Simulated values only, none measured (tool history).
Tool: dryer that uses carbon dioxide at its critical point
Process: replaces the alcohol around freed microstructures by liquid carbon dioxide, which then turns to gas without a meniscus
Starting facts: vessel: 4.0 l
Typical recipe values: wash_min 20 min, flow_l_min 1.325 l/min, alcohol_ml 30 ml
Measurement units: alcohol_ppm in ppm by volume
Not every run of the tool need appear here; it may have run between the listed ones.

run 1 hour=0.0 | wash_min=20 flow_l_min=1.325 alcohol_ml=30 | alcohol_ppm=56
run 2 hour=19.4 | wash_min=20 flow_l_min=1.325 alcohol_ml=30 | alcohol_ppm=58
run 3 hour=36.4 | wash_min=20 flow_l_min=1.325 alcohol_ml=30 | alcohol_ppm=79
run 4 hour=50.9 | wash_min=20 flow_l_min=1.325 alcohol_ml=30 | alcohol_ppm=67
run 5 hour=72.6 | wash_min=20 flow_l_min=1.325 alcohol_ml=30 | alcohol_ppm=72
run 6 hour=89.6 | wash_min=20 flow_l_min=1.325 alcohol_ml=30 | alcohol_ppm=66
run 7 hour=109.7 | wash_min=23 flow_l_min=1.720 alcohol_ml=48 | alcohol_ppm=23
run 8 hour=124.5 | wash_min=18 flow_l_min=1.110 alcohol_ml=45 | alcohol_ppm=276
run 9 hour=140.6 | wash_min=12 flow_l_min=1.210 alcohol_ml=31 | alcohol_ppm=514
run 10 hour=162.9 | wash_min=12 flow_l_min=1.210 alcohol_ml=31 | alcohol_ppm=508
run 11 hour=185.7 | wash_min=20 flow_l_min=1.325 alcohol_ml=87 | alcohol_ppm=180
run 12 hour=199.8 | wash_min=20 flow_l_min=1.325 alcohol_ml=87 | alcohol_ppm=182

A few steps of alcohol_ppm between consecutive runs. Split each: what settings, incoming material and random variation would produce without the hidden state, and what is left over for the hidden state, along with gauge scatter present in only one of the two compared results (measured, and without hidden state):
Hidden state at play: flow that reaches the vessel past the clogged filter, %; alcohol in the recycled carbon dioxide, ppm; drift of the gauge itself on alcohol_ppm, %.
Run 7 -> 8: wash_min 23 -> 18, flow_l_min 1.720 -> 1.110, alcohol_ml 48 -> 45. alcohol_ppm +253 ppm by volume: hidden state +79, all else +174.
Run 10 -> 11: wash_min 12 -> 20, flow_l_min 1.210 -> 1.325, alcohol_ml 31 -> 87. alcohol_ppm -328 ppm by volume: hidden state -59, all else -269.
